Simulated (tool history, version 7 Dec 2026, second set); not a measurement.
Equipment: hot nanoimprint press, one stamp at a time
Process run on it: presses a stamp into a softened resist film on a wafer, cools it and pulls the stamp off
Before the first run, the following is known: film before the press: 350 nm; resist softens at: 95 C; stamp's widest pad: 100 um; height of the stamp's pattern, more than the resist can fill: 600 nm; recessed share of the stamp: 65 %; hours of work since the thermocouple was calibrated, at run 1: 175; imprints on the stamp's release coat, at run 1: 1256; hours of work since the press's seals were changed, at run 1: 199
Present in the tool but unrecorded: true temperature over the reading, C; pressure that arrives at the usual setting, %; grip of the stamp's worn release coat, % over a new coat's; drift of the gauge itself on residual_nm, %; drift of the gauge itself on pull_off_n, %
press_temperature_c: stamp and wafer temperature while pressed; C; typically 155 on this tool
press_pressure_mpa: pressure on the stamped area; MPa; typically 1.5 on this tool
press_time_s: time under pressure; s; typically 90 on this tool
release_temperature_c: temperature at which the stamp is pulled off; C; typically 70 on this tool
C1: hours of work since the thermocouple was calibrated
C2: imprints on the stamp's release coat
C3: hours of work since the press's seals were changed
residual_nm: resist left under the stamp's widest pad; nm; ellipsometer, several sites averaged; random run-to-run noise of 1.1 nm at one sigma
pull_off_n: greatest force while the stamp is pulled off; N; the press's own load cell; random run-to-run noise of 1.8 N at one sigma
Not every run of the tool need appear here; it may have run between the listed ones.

run 1 hour=0 | press_temperature_c=155 press_pressure_mpa=1.5 press_time_s=90 release_temperature_c=70 | C1=175 C2=1256 C3=199 | residual_nm=156.9 pull_off_n=171
run 2 hour=7.3 | press_temperature_c=155 press_pressure_mpa=1.5 press_time_s=162 release_temperature_c=70 | C1=179 C2=1273 C3=203 | residual_nm=123.8 pull_off_n=169
run 3 hour=18.1 | press_temperature_c=155 press_pressure_mpa=1.5 press_time_s=162 release_temperature_c=70 | C1=185 C2=1299 C3=209 | residual_nm=123.3 pull_off_n=172
run 4 hour=27.8 | press_temperature_c=155 press_pressure_mpa=1.5 press_time_s=162 release_temperature_c=70 | C1=191 C2=1322 C3=214 | residual_nm=122.4 pull_off_n=169
run 5 hour=36.6 | press_temperature_c=155 press_pressure_mpa=1.5 press_time_s=162 release_temperature_c=70 | C1=195 C2=1343 C3=219 | residual_nm=125.9 pull_off_n=167
run 6 hour=46.3 | press_temperature_c=163 press_pressure_mpa=1.5 press_time_s=90 release_temperature_c=70 | C1=201 C2=1366 C3=224 | residual_nm=115.1 pull_off_n=170
run 7 hour=55.2 | press_temperature_c=155 press_pressure_mpa=1.5 press_time_s=90 release_temperature_c=70 | C1=206 C2=1387 C3=229 | residual_nm=157.6 pull_off_n=169
run 8 hour=62.2 | press_temperature_c=155 press_pressure_mpa=1.5 press_time_s=90 release_temperature_c=70 | C1=210 C2=1404 C3=233 | residual_nm=157.6 pull_off_n=171
run 9 hour=70.5 | press_temperature_c=155 press_pressure_mpa=1.5 press_time_s=90 release_temperature_c=70 | C1=214 C2=1424 C3=238 | residual_nm=157.5 pull_off_n=171
run 10 hour=76.6 | press_temperature_c=155 press_pressure_mpa=1.5 press_time_s=90 release_temperature_c=70 | C1=218 C2=1439 C3=241 | residual_nm=157.2 pull_off_n=172
run 11 hour=83.1 | press_temperature_c=155 press_pressure_mpa=1.5 press_time_s=90 release_temperature_c=70 | C1=221 C2=1454 C3=245 | residual_nm=154.2 pull_off_n=169
run 12 hour=88.9 | press_temperature_c=155 press_pressure_mpa=1.5 press_time_s=90 release_temperature_c=70 | C1=224 C2=1468 C3=248 | residual_nm=157.4 pull_off_n=172
run 13 hour=100.3 | press_temperature_c=155 press_pressure_mpa=1.5 press_time_s=90 release_temperature_c=70 | C1=231 C2=1495 C3=254 | residual_nm=157 pull_off_n=170
run 14 hour=108.3 | press_temperature_c=155 press_pressure_mpa=1.5 press_time_s=90 release_temperature_c=70 | C1=235 C2=1514 C3=258 | residual_nm=156.1 pull_off_n=172
run 15 hour=115.5 | press_temperature_c=155 press_pressure_mpa=1.5 press_time_s=90 release_temperature_c=70 | C1=239 C2=1532 C3=262 | residual_nm=156.6 pull_off_n=169
-- hour=122.8 stamp cleaned and given a new release coat
run 16 hour=129.1 | press_temperature_c=145 press_pressure_mpa=1.5 press_time_s=55 release_temperature_c=70 | C1=243 C2=15 C3=267 | residual_nm=261.4 pull_off_n=167
run 17 hour=136.5 | press_temperature_c=165 press_pressure_mpa=1.5 press_time_s=175 release_temperature_c=75 | C1=247 C2=33 C3=271 | residual_nm=78.2 pull_off_n=151
run 18 hour=143.1 | press_temperature_c=165 press_pressure_mpa=1.5 press_time_s=175 release_temperature_c=75 | C1=251 C2=48 C3=274 | residual_nm=77.2 pull_off_n=150
run 19 hour=152.8 | press_temperature_c=165 press_pressure_mpa=1.5 press_time_s=175 release_temperature_c=75 | C1=256 C2=71 C3=280 | residual_nm=79.3 pull_off_n=146
run 20 hour=160.7 | press_temperature_c=152 press_pressure_mpa=1.26 press_time_s=90 release_temperature_c=76 | C1=261 C2=90 C3=284 | residual_nm=190.1 pull_off_n=148
run 21 hour=166.3 | press_temperature_c=152 press_pressure_mpa=1.54 press_time_s=90 release_temperature_c=62 | C1=264 C2=104 C3=287 | residual_nm=175.1 pull_off_n=204
run 22 hour=171.7 | press_temperature_c=144 press_pressure_mpa=1.5 press_time_s=90 release_temperature_c=70 | C1=267 C2=117 C3=290 | residual_nm=237.2 pull_off_n=173
run 23 hour=182.3 | press_temperature_c=166 press_pressure_mpa=1.14 press_time_s=149 release_temperature_c=70 | C1=273 C2=142 C3=296 | residual_nm=94.1 pull_off_n=170
run 24 hour=193.8 | press_temperature_c=166 press_pressure_mpa=1.33 press_time_s=47 release_temperature_c=71 | C1=279 C2=169 C3=302 | residual_nm=140.6 pull_off_n=166

Entry by entry between the runs, the difference in hidden state between the last listed run before and the first listed run after:
After run 15, before run 16: stamp cleaned and given a new release coat (hour 122.8)
  grip of the stamp's worn release coat, % over a new coat's: 0.5 -> 0
